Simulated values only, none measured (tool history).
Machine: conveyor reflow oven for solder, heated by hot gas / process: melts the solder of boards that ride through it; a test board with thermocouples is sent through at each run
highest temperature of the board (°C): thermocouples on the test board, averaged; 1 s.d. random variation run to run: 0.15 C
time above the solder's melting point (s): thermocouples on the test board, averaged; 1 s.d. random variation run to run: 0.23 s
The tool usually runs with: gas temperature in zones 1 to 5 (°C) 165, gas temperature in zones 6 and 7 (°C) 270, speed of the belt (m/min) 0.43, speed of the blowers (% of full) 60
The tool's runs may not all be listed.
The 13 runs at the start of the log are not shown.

run	hour	gas temperature in zones 1 to 5 (°C)	gas temperature in zones 6 and 7 (°C)	speed of the belt (m/min)	speed of the blowers (% of full)	hours of work since the flux was cleaned out	hours of work since the belt drive was overhauled	hours of work since the thermocouples were changed	highest temperature of the board (°C)	time above the solder's melting point (s)
14	574	165	270	0.349	60	56	243	1052	254.6	75.8
15	632.3	165	259	0.43	60	85	273	1081	237.3	42.6
16	673.8	165	259	0.43	60	106	294	1102	237.1	42.1
17	698.1	165	259	0.43	60	118	306	1114	237.3	42.1
18	749	165	259	0.43	60	144	332	1140	237.5	42.5
# hour 788.1: flux residue cleaned out of gas plates and filters, once more
19	791	161	270	0.413	60	1	351	1159	250.2	58.2
20	817.4	165	283	0.43	60	15	364	1172	260.1	64.4
21	871.6	165	283	0.43	60	42	392	1200	260.2	65.4
22	899.9	165	283	0.433	85	57	406	1214	266.2	68.8
23	935.8	167	283	0.495	85	75	424	1232	261.5	57.9
24	994.5	176	270	0.43	60	105	454	1262	251.3	62.5
25	1050.3	169	260	0.356	60	133	482	1290	247.9	70
26	1101.6	169	260	0.356	60	159	508	1316	247.6	70.6
27	1148.4	162	268	0.356	65	182	532	1340	254.8	74.8
28	1199.6	165	260	0.43	70	208	558	1366	242.8	51
29	1225	165	261	0.43	70	221	571	1379	244	52.2
30	1255.4	165	261	0.43	70	237	586	1394	244.2	52
31	1281.9	162	261	0.445	70	250	599	1408	242.1	47

Consider 4 possible next runs. They are alternatives, not a sequence: every one starts from the tool as it was left by run 31. What does each give?
A	1307.3	176	263	0.43	86	263	612	1420	?	?
B	1307.3	162	261	0.519	70	263	612	1420	?	?
C	1307.3	171	261	0.445	70	263	612	1420	?	?
D	1307.3	165	270	0.43	53	263	612	1420	?	?

run	highest temperature of the board (°C)	time above the solder's melting point (s)
A	250.6	63.7
B	235.7	32.1
C	243.6	52
D	246.9	53.6
What these runs would have given with no unlogged condition in the tool:
run	highest temperature of the board (°C)	time above the solder's melting point (s)
A	250	62.3
B	235.2	31.2
C	242.9	50.6
D	246	52
